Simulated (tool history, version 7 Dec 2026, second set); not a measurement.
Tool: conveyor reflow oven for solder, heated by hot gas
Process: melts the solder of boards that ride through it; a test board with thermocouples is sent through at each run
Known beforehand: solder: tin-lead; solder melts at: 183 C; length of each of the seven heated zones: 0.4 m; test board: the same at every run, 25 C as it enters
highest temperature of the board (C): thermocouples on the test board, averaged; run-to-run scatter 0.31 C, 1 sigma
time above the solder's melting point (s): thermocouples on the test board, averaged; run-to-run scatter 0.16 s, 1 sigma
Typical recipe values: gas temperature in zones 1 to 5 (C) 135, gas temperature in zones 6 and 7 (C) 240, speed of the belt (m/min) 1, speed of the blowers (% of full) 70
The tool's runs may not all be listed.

run,day,gas temperature in zones 1 to 5 (C),gas temperature in zones 6 and 7 (C),speed of the belt (m/min),speed of the blowers (% of full),highest temperature of the board (C),time above the solder's melting point (s)
1,0,135,240,1,70,219.6,36.4
2,0.454,135,240,1,70,219.6,35.6
3,1.058,135,240,1,86,224.4,38.3
4,1.783,135,240,1,86,224.3,38.5
5,2.512,135,240,1,86,223.4,38.2
6,3.321,135,240,1.09,70,215.8,30.7
7,4,135,240,1.09,70,215.6,30.9
8,4.542,135,240,1.09,70,215.7,31
9,4.962,135,240,1,70,218.7,35.9
10,5.35,135,240,1,70,218.4,35.6
11,5.996,135,240,1,70,219.4,35.7
12,6.829,135,240,1,70,219.3,35.4
13,7.225,135,240,1,70,217.9,35.7
14,7.904,135,240,1,70,218.4,35.8
15,8.521,135,240,1,70,218.9,35.8
16,8.996,135,240,1,70,218.4,35.9
17,9.404,135,240,1,70,218.7,35.7
18,10.1,122,228,0.88,74,211.8,34.3
19,10.629,122,228,0.88,74,211.8,34.6
20,11.042,124,239,1.11,90,218.6,29.9
# day 11.317: flux residue cleaned out of gas plates and filters
21,12.1,124,239,1.11,90,217.2,29.7
22,12.8,124,239,1.07,60,206.9,24
23,13.358,124,239,1.07,60,206.6,23.9
24,13.742,135,245,1,51,212.4,31.5
25,14.579,135,245,1,51,212.5,31.6
26,15.117,135,245,1,51,213,31.7
27,15.546,128,240,1,70,215.6,32.8
# day 15.858: flux residue cleaned out of gas plates and filters, once more
28,16.388,128,240,1,70,218.4,34
29,17.271,138,250,0.83,67,233.6,51.7
30,17.925,149,233,1.06,70,214.7,35.2

Below are 4 alternative next runs, each starting from the tool's condition after run 30. Predict each:
A,18.488,133,250,1,70,?,?
B,18.488,135,246,1.12,52,?,?
C,18.488,138,250,1,70,?,?
D,18.488,149,231,1.06,70,?,?

run,highest temperature of the board (C),time above the solder's melting point (s)
A,227.6,39.6
B,210.8,26.8
C,228.1,40.5
D,212.7,34.3
Without the tool's unlogged condition, the same runs would have read:
run,highest temperature of the board (C),time above the solder's melting point (s)
A,227.4,39.2
B,210.6,26.4
C,227.9,40.1
D,212.5,34
